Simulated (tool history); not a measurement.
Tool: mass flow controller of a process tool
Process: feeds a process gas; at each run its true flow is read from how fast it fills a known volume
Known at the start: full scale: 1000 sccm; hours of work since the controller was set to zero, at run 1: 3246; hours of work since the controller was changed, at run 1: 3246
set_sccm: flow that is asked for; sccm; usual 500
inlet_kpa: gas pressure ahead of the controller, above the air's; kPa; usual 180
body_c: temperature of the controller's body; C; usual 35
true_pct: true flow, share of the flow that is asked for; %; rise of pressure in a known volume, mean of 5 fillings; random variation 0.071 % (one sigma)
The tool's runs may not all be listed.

run    hour  set_sccm  inlet_kpa  body_c  hours of work since the controller was set to zero  hours of work since the controller was changed  true_pct
  1     0.0       500        180      35                                                3246                                            3246     99.90
  2   140.6       500        180      35                                                3355                                            3355     99.83
  3   243.1       500        180      35                                                3434                                            3434     99.84
  4   336.6       147        180      35                                                3507                                            3507     99.53
  5   461.7       147        180      35                                                3603                                            3603     99.43
  6   566.0       147        180      35                                                3684                                            3684     99.21
  7   733.2       147        180      35                                                3813                                            3813     99.25
  8   820.8       147        180      35                                                3881                                            3881     99.13
  9  1008.7       147        180      35                                                4026                                            4026     99.06
 10  1094.3       147        180      35                                                4092                                            4092     99.11
 11  1224.1       147        180      36                                                4193                                            4193     98.92
 12  1330.0       319        254      35                                                4275                                            4275     99.14
 13  1485.6       500        180      39                                                4395                                            4395     99.50
 14  1652.6       222        223      37                                                4524                                            4524     98.94
 15  1808.4       169        223      35                                                4645                                            4645     98.74
 16  1964.6       213        180      24                                                4765                                            4765     98.23
 17  2140.5       688        166      26                                                4901                                            4901     98.81
 18  2246.6       341        168      29                                                4983                                            4983     98.64

Forecast each of these 3 alternatives for the next run:
  A  2423.9       170        242      29                                                5120                                            5120         ?
  B  2423.9       804        229      29                                                5120                                            5120         ?
  C  2423.9       341        168      23                                                5120                                            5120         ?

run  true_pct
  A     98.24
  B     99.07
  C     98.23
Without the tool's hidden state the same runs would have given:
run  true_pct
  A     99.20
  B    100.04
  C     99.20
